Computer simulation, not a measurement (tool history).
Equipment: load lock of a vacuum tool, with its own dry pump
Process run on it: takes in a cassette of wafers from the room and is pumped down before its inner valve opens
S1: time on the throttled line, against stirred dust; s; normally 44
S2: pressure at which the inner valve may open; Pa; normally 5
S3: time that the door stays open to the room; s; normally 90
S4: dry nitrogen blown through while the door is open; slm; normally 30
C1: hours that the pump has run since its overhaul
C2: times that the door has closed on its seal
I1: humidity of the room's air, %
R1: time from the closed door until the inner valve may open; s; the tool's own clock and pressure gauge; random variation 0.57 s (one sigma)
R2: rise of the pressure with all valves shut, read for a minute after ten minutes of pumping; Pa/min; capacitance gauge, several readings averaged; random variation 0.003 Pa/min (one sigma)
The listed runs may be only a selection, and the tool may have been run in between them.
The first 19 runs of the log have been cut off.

run,hour,S1,S2,S3,S4,C1,C2,I1,R1,R2
20,3670.9,33,8,61,31,11162,1531,42.3,110.6,0.038
21,3779.7,33,8,61,31,11271,1829,45.8,112.3,0.039
22,3945.8,27,8,74,26,11437,2283,45.5,107.6,0.047
23,4055,44,6,50,30,11546,2582,46.9,123.9,0.036
24,4172.6,73,6,50,6,11664,2904,45.8,144.7,0.053
25,4339.7,56,4,133,9,11831,3361,43.8,137,0.085
26,4528.4,42,7,90,30,12020,3877,44.9,119.5,0.056
27,4662.8,42,7,90,30,12154,4245,44.6,120.8,0.056
28,4770.1,46,9,106,9,12261,4539,47.3,121.3,0.084
29,5025,46,5,196,9,12516,5236,44.6,127.1,0.127
30,5188.9,46,5,196,9,12680,5685,44.7,127.7,0.125
31,5352.9,46,5,196,9,12844,6133,44.6,127.4,0.124

Forecast run 32:
32,5543.1,70,5,196,5,13034,6654,45.2,?,?

Run 32 yielded R1 144.5 s, R2 0.145 Pa/min.
Minus the tool's unlogged condition, the same run would have read R1 137.9 s, R2 0.117 Pa/min.
